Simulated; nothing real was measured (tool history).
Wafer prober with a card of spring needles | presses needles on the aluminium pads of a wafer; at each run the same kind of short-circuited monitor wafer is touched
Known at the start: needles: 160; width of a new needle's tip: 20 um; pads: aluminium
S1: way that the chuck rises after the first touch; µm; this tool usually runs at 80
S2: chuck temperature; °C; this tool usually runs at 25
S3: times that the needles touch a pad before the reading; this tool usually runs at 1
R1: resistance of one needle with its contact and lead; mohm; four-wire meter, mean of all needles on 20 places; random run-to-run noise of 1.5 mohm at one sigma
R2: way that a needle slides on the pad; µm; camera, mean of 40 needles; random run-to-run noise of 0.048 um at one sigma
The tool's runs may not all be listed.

Run 1, hour 0: usual settings. Result: R1 177 mohm, R2 20.98 µm.
At hour 3.9: tips cleaned on abrasive film.
At hour 22.7: tips cleaned on abrasive film.
At hour 41.2: tips cleaned on abrasive film.
Run 2, hour 49.8: usual settings. Result: R1 172 mohm, R2 20.8 µm.
At hour 57.4: tips cleaned on abrasive film.
At hour 72.6: tips cleaned on abrasive film.
At hour 87.7: tips cleaned on abrasive film.
Run 3, hour 90.2: usual settings. Result: R1 153 mohm, R2 20.93 µm.
At hour 104.8: tips cleaned on abrasive film.
At hour 123.7: tips cleaned on abrasive film.
Run 4, hour 128.3: usual settings but S2 39 °C. Result: R1 156 mohm, R2 20.74 µm.
At hour 139.6: tips cleaned on abrasive film.
At hour 158: tips cleaned on abrasive film.
Run 5, hour 171.7: usual settings but S2 39 °C. Result: R1 181 mohm, R2 20.66 µm.
At hour 175.5: tips cleaned on abrasive film.
At hour 194.4: tips cleaned on abrasive film.
Run 6, hour 206.7: usual settings but S2 39 °C. Result: R1 177 mohm, R2 20.66 µm.
At hour 210.6: tips cleaned on abrasive film.
At hour 225.7: tips cleaned on abrasive film.
At hour 244.3: tips cleaned on abrasive film.
At hour 259.4: tips cleaned on abrasive film.
Run 7, hour 260.6: usual settings. Result: R1 143 mohm, R2 20.62 µm.
At hour 275.7: tips cleaned on abrasive film.
At hour 290.8: tips cleaned on abrasive film.
At hour 308.6: tips cleaned on abrasive film.
At hour 327: tips cleaned on abrasive film.
Run 8, hour 335.2: usual settings. Result: R1 166 mohm, R2 20.62 µm.
At hour 339.3: height of the first contact set anew.
At hour 343.1: tips cleaned on abrasive film.
At hour 361.6: tips cleaned on abrasive film.
At hour 380.3: tips cleaned on abrasive film.
At hour 399.2: tips cleaned on abrasive film.
Run 9, hour 399.6: usual settings. Result: R1 141 mohm, R2 20.37 µm.
At hour 418: tips cleaned on abrasive film.
At hour 433.2: tips cleaned on abrasive film.
At hour 451.7: tips cleaned on abrasive film.
Run 10, hour 454.8: usual settings. Result: R1 154 mohm, R2 20.35 µm.
At hour 469.9: tips cleaned on abrasive film.
At hour 485: tips cleaned on abrasive film.
Run 11, hour 489.2: usual settings. Result: R1 156 mohm, R2 20.24 µm.
At hour 503.8: tips cleaned on abrasive film.
At hour 521.8: tips cleaned on abrasive film.
Run 12, hour 531.8: usual settings but S1 91 µm. Result: R1 163 mohm, R2 23.06 µm.
At hour 539.4: tips cleaned on abrasive film.
At hour 554.5: tips cleaned on abrasive film.
Run 13, hour 565.6: usual settings but S1 67 µm, S2 27 °C. Result: R1 199 mohm, R2 16.74 µm.
At hour 569.7: height of the first contact set anew, once more.
At hour 573.5: tips cleaned on abrasive film.
At hour 592.4: tips cleaned on abrasive film.
Run 14, hour 601.4: usual settings but S1 67 µm, S2 27 °C. Result: R1 186 mohm, R2 17.52 µm.
At hour 609.1: tips cleaned on abrasive film.
At hour 624.2: tips cleaned on abrasive film.
At hour 639.3: tips cleaned on abrasive film.
At hour 658.1: tips cleaned on abrasive film.
Run 15, hour 663.9: usual settings but S1 98 µm, S2 84 °C. Result: R1 162 mohm, R2 25.5 µm.
At hour 675.1: tips cleaned on abrasive film.
At hour 694: tips cleaned on abrasive film.
At hour 712.9: tips cleaned on abrasive film.
Run 16, hour 725.9: usual settings but S1 98 µm, S2 84 °C. Result: R1 168 mohm, R2 25.47 µm.
At hour 729.7: tips cleaned on abrasive film.
At hour 748.6: tips cleaned on abrasive film.
At hour 767.1: tips cleaned on abrasive film.
At hour 782.2: tips cleaned on abrasive film.
Run 17, hour 792.5: usual settings but S1 98 µm, S2 84 °C. Result: R1 168 mohm, R2 25.43 µm.
At hour 800: tips cleaned on abrasive film.
At hour 815.1: tips cleaned on abrasive film.
At hour 830.2: tips cleaned on abrasive film.
At hour 845.3: tips cleaned on abrasive film.
Run 18, hour 848.5: usual settings but S1 97 µm, S2 38 °C. Result: R1 145 mohm, R2 25.03 µm.
At hour 863.4: tips cleaned on abrasive film.
At hour 878.5: tips cleaned on abrasive film.
At hour 893.7: tips cleaned on abrasive film.
At hour 912.1: tips cleaned on abrasive film.
Run 19, hour 921.3: usual settings but S1 97 µm, S2 38 °C. Result: R1 162 mohm, R2 25.08 µm.
At hour 928.9: tips cleaned on abrasive film.
At hour 947.2: tips cleaned on abrasive film.
At hour 950.8: height of the first contact set anew.
At hour 965.8: tips cleaned on abrasive film.
Run 20, hour 965.8: usual settings but S1 97 µm, S2 38 °C. Result: R1 138 mohm, R2 25.28 µm.
At hour 981: tips cleaned on abrasive film.
At hour 999.6: tips cleaned on abrasive film.
At hour 1014.7: tips cleaned on abrasive film.
Run 21, hour 1024.4: usual settings but S2 116 °C. Result: R1 185 mohm, R2 20.81 µm.

Measured minus without-hidden-state, run by run (identical run-to-run variation in each term; gauge scatter may differ):
The hidden state here: debris on the tips, nm; way that the needles fall short of the set height, um; tips' diameter, um; drift of the gauge itself on contact_mohm, %; drift of the gauge itself on scrub_um, %.
run   R1     R2
  1  +43  -0.02
  2  +37  -0.08
  3  +17  -0.12
  4  +21  -0.16
  5  +45  -0.17
  6  +43  -0.21
  7  +10  -0.27
  8  +33  -0.33
  9   +7  -0.59
 10  +22  -0.64
 11  +22  -0.67
 12  +32  -0.71
 13  +65  -0.74
 14  +50  -0.04
 15  +20   -0.1
 16  +31  -0.14
 17  +27   -0.2
 18  +13  -0.25
 19  +30  -0.31
 20   +5  -0.02
 21  +37  -0.06
